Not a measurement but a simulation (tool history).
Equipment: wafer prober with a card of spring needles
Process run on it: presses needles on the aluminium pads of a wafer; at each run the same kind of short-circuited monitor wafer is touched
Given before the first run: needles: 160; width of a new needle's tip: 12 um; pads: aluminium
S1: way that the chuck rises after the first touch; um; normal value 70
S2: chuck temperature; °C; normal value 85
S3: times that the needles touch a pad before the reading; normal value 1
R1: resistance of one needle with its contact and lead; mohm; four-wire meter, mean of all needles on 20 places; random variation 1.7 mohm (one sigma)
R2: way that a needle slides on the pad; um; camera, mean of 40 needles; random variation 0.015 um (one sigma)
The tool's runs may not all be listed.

run   hour  S1   S2  S3   R1     R2
  1    0.0  70   85   1  236  10.22
      10.5  -- tips cleaned on abrasive film
  2   18.5  70   85   1  226  10.20
      29.2  -- tips cleaned on abrasive film
  3   35.4  70   85   1  223  10.19
      40.6  -- height of the first contact set anew
      47.3  -- tips cleaned on abrasive film
  4   61.9  70   85   1  245  10.32
      65.9  -- tips cleaned on abrasive film
      84.1  -- tips cleaned on abrasive film
  5   87.1  70   85   1  209  10.32
     101.7  -- tips cleaned on abrasive film
  6  106.8  70   85   1  221  10.28
     121.1  -- tips cleaned on abrasive film
  7  135.6  70   85   1  251  10.29
     138.5  -- tips cleaned on abrasive film
     157.2  -- tips cleaned on abrasive film
  8  157.2  70   85   1  178  10.27
     175.4  -- tips cleaned on abrasive film
  9  186.9  70   85   1  245  10.24
     193.0  -- tips cleaned on abrasive film
 10  200.5  70   85   1  228  10.26
     212.0  -- tips cleaned on abrasive film
     229.8  -- tips cleaned on abrasive film
 11  231.9  70   85   1  203  10.25
     247.2  -- tips cleaned on abrasive film
 12  247.2  70  114   1  184  10.24
     265.2  -- tips cleaned on abrasive film
 13  275.8  70  114   1  247  10.19
     284.7  -- tips cleaned on abrasive film
 14  299.7  70  114   1  249  10.18
     303.3  -- tips cleaned on abrasive film
 15  318.4  70   85   1  257  10.18
     322.3  -- tips cleaned on abrasive film
 16  333.9  70   85   1  243  10.19
     339.9  -- tips cleaned on abrasive film
     348.4  -- height of the first contact set anew
     359.4  -- tips cleaned on abrasive film
 17  362.2  81   78   1  200  11.98
     377.4  -- tips cleaned on abrasive film
 18  382.2  55   94   1  249   8.12
     395.6  -- tips cleaned on abrasive film
 19  406.4  58   39   1  274   8.52
     413.2  -- tips cleaned on abrasive film
 20  419.6  65   86   3  197   9.56
     433.0  -- tips cleaned on abrasive film
 21  437.3  65   86   3  195   9.55
     451.4  -- tips cleaned on abrasive film
 22  452.9  54   42   1  208   7.92
     470.2  -- tips cleaned on abrasive film
 23  471.9  54   42   1  213   7.90
     487.7  -- tips cleaned on abrasive film
 24  493.0  73   85   1  219  10.71
     506.2  -- tips cleaned on abrasive film
 25  520.0  88   85   1  226  12.91
     523.8  -- tips cleaned on abrasive film
 26  533.7  88   85   1  220  12.89
     542.4  -- tips cleaned on abrasive film
     560.3  -- tips cleaned on abrasive film
 27  560.3  80   93   1  186  11.69
 28  576.4  67   45   2  221   9.76
     578.7  -- tips cleaned on abrasive film
     598.6  -- tips cleaned on abrasive film
 29  607.7  70   26   1  241  10.19

Forecast each of these 4 alternatives for the next run:
     618.1  -- tips cleaned on abrasive film
  A  624.2  70  85   2   ?   ?
     618.1  -- tips cleaned on abrasive film
  B  624.2  52  26   1   ?   ?
     618.1  -- tips cleaned on abrasive film
  C  624.2  79  41   1   ?   ?
     618.1  -- tips cleaned on abrasive film
  D  624.2  70  58   1   ?   ?

run   R1     R2
  A  213  10.18
  B  269   7.50
  C  216  11.51
  D  228  10.15
Without the tool's hidden state the same runs would have given:
run   R1     R2
  A  179  10.35
  B  169   7.67
  C  167  11.68
  D  169  10.32
